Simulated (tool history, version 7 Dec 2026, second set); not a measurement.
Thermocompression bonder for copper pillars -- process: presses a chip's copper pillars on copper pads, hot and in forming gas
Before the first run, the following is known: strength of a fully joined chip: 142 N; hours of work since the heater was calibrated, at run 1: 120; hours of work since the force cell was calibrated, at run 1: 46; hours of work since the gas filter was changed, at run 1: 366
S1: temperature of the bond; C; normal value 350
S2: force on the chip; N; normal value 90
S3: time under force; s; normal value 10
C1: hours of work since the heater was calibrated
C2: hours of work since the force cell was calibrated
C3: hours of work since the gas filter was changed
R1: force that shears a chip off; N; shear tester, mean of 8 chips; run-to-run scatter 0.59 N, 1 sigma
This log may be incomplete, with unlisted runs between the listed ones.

Run 1, hour 0: usual settings; C1 120; C2 46; C3 366. Result: R1 59.1 N.
Run 2, hour 7.1: usual settings but S3 23 s; C1 124; C2 49; C3 369. Result: R1 77.5 N.
Run 3, hour 18: usual settings but S1 356 C; C1 128; C2 54; C3 374. Result: R1 61 N.
Run 4, hour 23.8: usual settings but S2 75 N; C1 131; C2 57; C3 376. Result: R1 48 N.
Run 5, hour 36.5: usual settings but S2 75 N; C1 137; C2 62; C3 382. Result: R1 47.9 N.
Run 6, hour 42.8: usual settings but S2 75 N; C1 140; C2 65; C3 385. Result: R1 49.8 N.
At hour 48.3: forming gas filter changed.
Run 7, hour 53.9: usual settings but S2 75 N; C1 144; C2 70; C3 2. Result: R1 49.1 N.
Run 8, hour 63: usual settings but S3 18 s; C1 148; C2 74; C3 7. Result: R1 72.1 N.
Run 9, hour 70.5: usual settings but S1 322 C; C1 152; C2 77; C3 10. Result: R1 46.1 N.
Run 10, hour 78.2: usual settings but S1 322 C; C1 155; C2 80; C3 13. Result: R1 46.5 N.
Run 11, hour 88.1: usual settings but S1 322 C; C1 159; C2 85; C3 18. Result: R1 45.8 N.
Run 12, hour 95.3: usual settings; C1 163; C2 88; C3 21. Result: R1 58.2 N.
Run 13, hour 107.7: usual settings; C1 168; C2 94; C3 26. Result: R1 57.9 N.
Run 14, hour 121.4: usual settings; C1 174; C2 100; C3 32. Result: R1 57.5 N.
Run 15, hour 129.7: usual settings but S1 375 C, S2 96 N, S3 29 s; C1 178; C2 103; C3 36. Result: R1 102.9 N.
Run 16, hour 141: usual settings but S1 334 C, S2 55 N; C1 183; C2 108; C3 41. Result: R1 30 N.
Run 17, hour 154.2: usual settings but S2 127 N, S3 11 s; C1 189; C2 114; C3 47. Result: R1 80.9 N.
Run 18, hour 166.1: usual settings but S1 335 C, S3 6 s; C1 194; C2 120; C3 52. Result: R1 42 N.
Run 19, hour 173.4: usual settings but S1 335 C, S3 6 s; C1 197; C2 123; C3 56. Result: R1 42.2 N.
Run 20, hour 181.6: usual settings but S1 352 C, S2 75 N, S3 8 s; C1 201; C2 126; C3 59. Result: R1 44.8 N.
Run 21, hour 194: usual settings but S1 352 C, S2 75 N, S3 12 s; C1 206; C2 132; C3 65. Result: R1 52.1 N.
Run 22, hour 204.2: usual settings but S1 352 C, S2 75 N, S3 12 s; C1 211; C2 136; C3 69. Result: R1 53.9 N.
Run 23, hour 211.4: usual settings but S1 325 C, S2 118 N, S3 16 s; C1 214; C2 140; C3 72. Result: R1 72.8 N.
Run 24, hour 219.7: usual settings but S1 325 C, S2 118 N, S3 16 s; C1 218; C2 143; C3 76. Result: R1 72.9 N.
Run 25, hour 230.9: usual settings but S1 325 C, S2 118 N, S3 16 s; C1 223; C2 148; C3 81. Result: R1 73.8 N.
Run 26, hour 240.2: usual settings but S1 336 C, S2 68 N; C1 227; C2 152; C3 85. Result: R1 39.3 N.
Run 27, hour 253.7: usual settings but S1 336 C, S2 77 N; C1 233; C2 158; C3 91. Result: R1 44.4 N.

What if the next run were any one of these 5? Each begins from the tool's condition after run 27:
Run A, hour 263.3: usual settings but S1 355 C, S2 82 N, S3 8 s; C1 237; C2 163; C3 95. Result: R1 ?.
Run B, hour 263.3: usual settings but S3 5 s; C1 237; C2 163; C3 95. Result: R1 ?.
Run C, hour 263.3: usual settings but S1 334 C, S2 114 N, S3 7 s; C1 237; C2 163; C3 95. Result: R1 ?.
Run D, hour 263.3: usual settings but S1 328 C, S3 9 s; C1 237; C2 163; C3 95. Result: R1 ?.
Run E, hour 263.3: usual settings but S1 374 C, S2 68 N, S3 8 s; C1 237; C2 163; C3 95. Result: R1 ?.

run    R1
  A  50.8
  B  45.3
  C  56.3
  D  45.5
  E    48
Take away the tool's hidden state, keep each run's random variation, and the runs would have read:
run    R1
  A  50.8
  B  45.2
  C  56.2
  D  45.5
  E  47.9
